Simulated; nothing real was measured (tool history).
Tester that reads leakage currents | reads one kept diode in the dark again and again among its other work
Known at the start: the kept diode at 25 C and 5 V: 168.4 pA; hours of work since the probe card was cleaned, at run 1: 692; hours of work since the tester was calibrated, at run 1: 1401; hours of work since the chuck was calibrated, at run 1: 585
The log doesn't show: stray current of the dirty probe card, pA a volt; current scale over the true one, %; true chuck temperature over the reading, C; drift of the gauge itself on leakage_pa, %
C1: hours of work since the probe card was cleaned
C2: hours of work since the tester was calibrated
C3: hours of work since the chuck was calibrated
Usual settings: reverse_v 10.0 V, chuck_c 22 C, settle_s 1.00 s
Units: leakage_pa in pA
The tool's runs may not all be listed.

{"run": 1, "hour": 0.0, "reverse_v": 10.0, "chuck_c": 22, "settle_s": 1.0, "C1": 692, "C2": 1401, "C3": 585, "leakage_pa": 177.81}
{"run": 2, "hour": 38.8, "reverse_v": 10.0, "chuck_c": 22, "settle_s": 1.0, "C1": 722, "C2": 1431, "C3": 615, "leakage_pa": 177.12}
{"hour": 66.8, "done": "chuck's temperature calibrated"}
{"run": 3, "hour": 86.7, "reverse_v": 6.8, "chuck_c": 22, "settle_s": 1.0, "C1": 758, "C2": 1467, "C3": 15, "leakage_pa": 160.32}
{"run": 4, "hour": 120.1, "reverse_v": 10.0, "chuck_c": 22, "settle_s": 1.0, "C1": 784, "C2": 1493, "C3": 41, "leakage_pa": 188.5}
{"run": 5, "hour": 154.7, "reverse_v": 10.0, "chuck_c": 22, "settle_s": 1.0, "C1": 810, "C2": 1520, "C3": 68, "leakage_pa": 190.28}
{"run": 6, "hour": 197.3, "reverse_v": 10.0, "chuck_c": 22, "settle_s": 1.0, "C1": 844, "C2": 1553, "C3": 101, "leakage_pa": 189.59}
{"run": 7, "hour": 234.2, "reverse_v": 1.8, "chuck_c": 22, "settle_s": 1.0, "C1": 872, "C2": 1581, "C3": 130, "leakage_pa": 91.49}
{"run": 8, "hour": 284.4, "reverse_v": 1.8, "chuck_c": 22, "settle_s": 1.0, "C1": 911, "C2": 1620, "C3": 169, "leakage_pa": 91.32}
{"run": 9, "hour": 308.6, "reverse_v": 1.8, "chuck_c": 22, "settle_s": 1.0, "C1": 930, "C2": 1639, "C3": 188, "leakage_pa": 90.91}
{"run": 10, "hour": 339.8, "reverse_v": 10.0, "chuck_c": 22, "settle_s": 1.0, "C1": 954, "C2": 1664, "C3": 212, "leakage_pa": 188.93}
{"run": 11, "hour": 394.8, "reverse_v": 10.0, "chuck_c": 22, "settle_s": 1.0, "C1": 997, "C2": 1706, "C3": 255, "leakage_pa": 188.28}
{"run": 12, "hour": 432.3, "reverse_v": 10.0, "chuck_c": 36, "settle_s": 1.0, "C1": 1026, "C2": 1736, "C3": 284, "leakage_pa": 495.43}
{"run": 13, "hour": 457.0, "reverse_v": 10.0, "chuck_c": 36, "settle_s": 1.0, "C1": 1046, "C2": 1755, "C3": 304, "leakage_pa": 494.56}
{"run": 14, "hour": 499.7, "reverse_v": 1.7, "chuck_c": 36, "settle_s": 1.0, "C1": 1079, "C2": 1788, "C3": 337, "leakage_pa": 239.79}
{"run": 15, "hour": 528.1, "reverse_v": 3.4, "chuck_c": 22, "settle_s": 1.31, "C1": 1101, "C2": 1810, "C3": 359, "leakage_pa": 116.98}
{"run": 16, "hour": 552.3, "reverse_v": 1.1, "chuck_c": 51, "settle_s": 2.09, "C1": 1120, "C2": 1829, "C3": 378, "leakage_pa": 548.21}
{"run": 17, "hour": 595.1, "reverse_v": 1.9, "chuck_c": 22, "settle_s": 0.43, "C1": 1153, "C2": 1862, "C3": 411, "leakage_pa": 92.42}
{"run": 18, "hour": 623.1, "reverse_v": 10.0, "chuck_c": 33, "settle_s": 9.13, "C1": 1175, "C2": 1884, "C3": 433, "leakage_pa": 396.08}
{"run": 19, "hour": 650.4, "reverse_v": 2.0, "chuck_c": 22, "settle_s": 1.0, "C1": 1196, "C2": 1905, "C3": 454, "leakage_pa": 93.21}
{"run": 20, "hour": 684.2, "reverse_v": 2.0, "chuck_c": 22, "settle_s": 1.0, "C1": 1222, "C2": 1932, "C3": 480, "leakage_pa": 92.95}
{"run": 21, "hour": 722.5, "reverse_v": 9.5, "chuck_c": 31, "settle_s": 4.17, "C1": 1252, "C2": 1961, "C3": 510, "leakage_pa": 337.75}
{"run": 22, "hour": 748.6, "reverse_v": 4.7, "chuck_c": 31, "settle_s": 3.53, "C1": 1273, "C2": 1982, "C3": 530, "leakage_pa": 251.87}
{"run": 23, "hour": 784.0, "reverse_v": 4.7, "chuck_c": 31, "settle_s": 3.53, "C1": 1300, "C2": 2009, "C3": 558, "leakage_pa": 251.11}
{"run": 24, "hour": 821.0, "reverse_v": 4.7, "chuck_c": 29, "settle_s": 2.2, "C1": 1329, "C2": 2038, "C3": 587, "leakage_pa": 217.61}
{"run": 25, "hour": 854.2, "reverse_v": 6.5, "chuck_c": 54, "settle_s": 1.66, "C1": 1355, "C2": 2064, "C3": 613, "leakage_pa": 1321.4}
{"run": 26, "hour": 878.2, "reverse_v": 4.2, "chuck_c": 54, "settle_s": 2.26, "C1": 1373, "C2": 2082, "C3": 631, "leakage_pa": 1108.42}
{"hour": 884.8, "done": "chuck's temperature calibrated"}
{"run": 27, "hour": 925.5, "reverse_v": 4.2, "chuck_c": 44, "settle_s": 1.79, "C1": 1409, "C2": 2118, "C3": 32, "leakage_pa": 604.74}
{"run": 28, "hour": 970.0, "reverse_v": 17.4, "chuck_c": 39, "settle_s": 1.79, "C1": 1443, "C2": 2152, "C3": 66, "leakage_pa": 775.25}

Hidden state at the last listed run before each entry between runs and at the first one after, where it differs:
Between runs 2 and 3: chuck's temperature calibrated (hour 66.8)
  stray current of the dirty probe card, pA a volt: 0.995 -> 1.042; current scale over the true one, %: -0.71 -> -0.73; true chuck temperature over the reading, C: -0.84 -> 0.06
  measured less the result without the state, leakage_pa: -2.52 -> +6.48 pA
Between runs 26 and 27: chuck's temperature calibrated (hour 884.8)
  stray current of the dirty probe card, pA a volt: 1.865 -> 1.912; current scale over the true one, %: -1.03 -> -1.05; true chuck temperature over the reading, C: -0.75 -> -0.06
  measured less the result without the state, leakage_pa: -57.87 -> -0.94 pA

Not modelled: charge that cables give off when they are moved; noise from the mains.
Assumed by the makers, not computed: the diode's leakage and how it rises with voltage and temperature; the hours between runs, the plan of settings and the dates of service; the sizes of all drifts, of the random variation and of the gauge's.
